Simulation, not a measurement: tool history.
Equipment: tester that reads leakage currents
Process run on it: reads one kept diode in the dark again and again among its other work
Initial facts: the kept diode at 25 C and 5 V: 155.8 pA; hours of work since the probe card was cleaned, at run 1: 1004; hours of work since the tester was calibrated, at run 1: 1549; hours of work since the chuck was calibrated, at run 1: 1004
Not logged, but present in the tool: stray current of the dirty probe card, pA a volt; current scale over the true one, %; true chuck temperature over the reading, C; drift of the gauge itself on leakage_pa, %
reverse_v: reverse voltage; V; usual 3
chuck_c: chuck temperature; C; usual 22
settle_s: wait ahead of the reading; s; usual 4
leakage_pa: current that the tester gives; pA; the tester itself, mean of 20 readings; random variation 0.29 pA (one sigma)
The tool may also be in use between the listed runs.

run   hour  reverse_v  chuck_c  settle_s  hours of work since the probe card was cleaned  hours of work since the tester was calibrated  hours of work since the chuck was calibrated  leakage_pa
  1      0          3       22         4                                            1004                                           1549                                          1004        90.8
  2    141          3       22         4                                            1086                                           1632                                          1086       90.18
  3  272.5          3       22         4                                            1163                                           1708                                          1163       90.07
  4  415.3          3       22         4                                            1247                                           1792                                          1247       89.82
       530  -- chuck's temperature calibrated
  5  536.8       5.93       22         4                                            1317                                           1862                                             4      145.75
     583.9  -- probe card cleaned and baked
  6  656.6       5.93       21         4                                              42                                           1930                                            72      125.03
  7  751.7       5.93       21         4                                              98                                           1986                                           128      125.53

What will run 8 give?
  8  836.3       4.99       35      3.93                                             148                                           2035                                           177           ?

leakage_pa: 338.45 pA
With the hidden condition absent and the run-to-run variation left alone, this run would have shown leakage_pa 337.22 pA.

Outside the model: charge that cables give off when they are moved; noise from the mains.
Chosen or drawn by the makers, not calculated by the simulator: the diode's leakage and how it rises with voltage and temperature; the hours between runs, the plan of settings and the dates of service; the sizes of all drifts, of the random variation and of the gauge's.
